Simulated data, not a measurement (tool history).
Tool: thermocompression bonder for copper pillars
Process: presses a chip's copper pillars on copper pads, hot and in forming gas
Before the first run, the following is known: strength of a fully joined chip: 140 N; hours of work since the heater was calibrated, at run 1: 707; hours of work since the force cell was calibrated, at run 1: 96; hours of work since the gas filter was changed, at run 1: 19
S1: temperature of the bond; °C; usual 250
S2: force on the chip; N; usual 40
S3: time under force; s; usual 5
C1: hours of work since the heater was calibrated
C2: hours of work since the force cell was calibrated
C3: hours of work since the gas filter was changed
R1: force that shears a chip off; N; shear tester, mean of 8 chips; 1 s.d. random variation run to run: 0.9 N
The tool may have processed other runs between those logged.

| run | day | S1 | S2 | S3 | C1 | C2 | C3 | R1 |
|---|---|---|---|---|---|---|---|---|
| 1 | 0 | 250 | 40 | 5 | 707 | 96 | 19 | 77.1 |
| 2 | 0.675 | 250 | 40 | 5 | 718 | 107 | 30 | 77.1 |
| 3 | 1.392 | 250 | 40 | 5 | 730 | 119 | 42 | 76.7 |
| 4 | 1.858 | 264 | 40 | 5 | 737 | 127 | 50 | 88.1 |
| 5 | 2.554 | 250 | 29 | 5 | 749 | 138 | 62 | 62.9 |
| 6 | 3.042 | 250 | 40 | 5 | 757 | 147 | 70 | 75.7 |
| 7 | 3.65 | 250 | 40 | 5 | 767 | 157 | 80 | 76.2 |
| 8 | 4.454 | 250 | 40 | 5 | 781 | 170 | 93 | 74.7 |
| 9 | 5.25 | 264 | 40 | 5 | 794 | 183 | 107 | 86.4 |
| 10 | 5.646 | 264 | 40 | 5 | 800 | 190 | 113 | 87.9 |
| 11 | 6.196 | 250 | 40 | 12 | 810 | 199 | 122 | 95.7 |
| 12 | 6.679 | 226 | 40 | 12 | 818 | 207 | 130 | 75 |
| 13 | 7.242 | 226 | 40 | 12 | 827 | 217 | 140 | 74.1 |
|  | 7.367 | heater calibrated with a thermocouple chip |
| 14 | 7.721 | 250 | 40 | 5 | 6 | 223 | 146 | 73.7 |
| 15 | 8.071 | 250 | 40 | 5 | 12 | 229 | 152 | 77.2 |
| 16 | 8.9 | 250 | 40 | 5 | 26 | 243 | 166 | 74.9 |
| 17 | 9.304 | 230 | 40 | 5 | 32 | 249 | 173 | 57.1 |
| 18 | 10.025 | 230 | 40 | 5 | 44 | 262 | 185 | 57.4 |
|  | 10.296 | forming gas filter changed |
| 19 | 10.404 | 250 | 49 | 5 | 50 | 267 | 2 | 88 |
| 20 | 11.138 | 250 | 40 | 5 | 62 | 280 | 14 | 78.9 |
|  | 11.446 | heater calibrated with a thermocouple chip, once more |
| 21 | 11.7 | 274 | 39 | 5 | 4 | 288 | 22 | 92.5 |
| 22 | 12.171 | 229 | 28 | 4 | 12 | 295 | 30 | 41.4 |
| 23 | 12.692 | 229 | 28 | 4 | 21 | 304 | 38 | 40.4 |
| 24 | 13.275 | 229 | 29 | 4 | 30 | 314 | 48 | 41.4 |
| 25 | 13.958 | 245 | 33 | 5 | 42 | 325 | 60 | 61.4 |
| 26 | 14.571 | 251 | 44 | 5 | 52 | 335 | 70 | 78.9 |
| 27 | 15.354 | 235 | 40 | 5 | 65 | 348 | 83 | 61.2 |
| 28 | 15.908 | 235 | 40 | 5 | 74 | 358 | 92 | 59.5 |
| 29 | 16.704 | 235 | 52 | 3 | 88 | 371 | 105 | 58.5 |
| 30 | 17.438 | 274 | 52 | 5 | 100 | 383 | 118 | 104.8 |
| 31 | 18.138 | 274 | 52 | 5 | 111 | 395 | 129 | 100.8 |
| 32 | 18.875 | 274 | 31 | 10 | 124 | 407 | 141 | 99.3 |
| 33 | 19.404 | 250 | 40 | 9 | 133 | 416 | 150 | 84.7 |
| 34 | 20.008 | 250 | 40 | 9 | 143 | 426 | 160 | 86.2 |
| 35 | 20.475 | 253 | 40 | 7 | 150 | 434 | 168 | 80.4 |
| 36 | 21.112 | 253 | 40 | 11 | 161 | 444 | 179 | 90 |
|  | 21.742 | forming gas filter changed |
| 37 | 21.783 | 238 | 40 | 3 | 172 | 455 | 1 | 54.6 |
| 38 | 22.308 | 238 | 40 | 3 | 181 | 464 | 9 | 53.7 |
| 39 | 22.883 | 250 | 40 | 7 | 190 | 473 | 19 | 83.2 |

Branching from run 39: 5 alternative next runs. What would each branch give?
| A | 23.308 | 234 | 25 | 6 | 197 | 481 | 26 | ? |
| B | 23.308 | 250 | 27 | 8 | 197 | 481 | 26 | ? |
| C | 23.308 | 250 | 46 | 3 | 197 | 481 | 26 | ? |
| D | 23.308 | 250 | 35 | 11 | 197 | 481 | 26 | ? |
| E | 23.308 | 258 | 40 | 5 | 197 | 481 | 26 | ? |

| run | R1 |
|---|---|
| A | 47.9 |
| B | 70.9 |
| C | 69.1 |
| D | 89.8 |
| E | 79.5 |
With the hidden condition removed and each run's random variation left untouched, the same runs would have given:
| run | R1 |
|---|---|
| A | 48.8 |
| B | 72.2 |
| C | 70.4 |
| D | 91.3 |
| E | 80.9 |
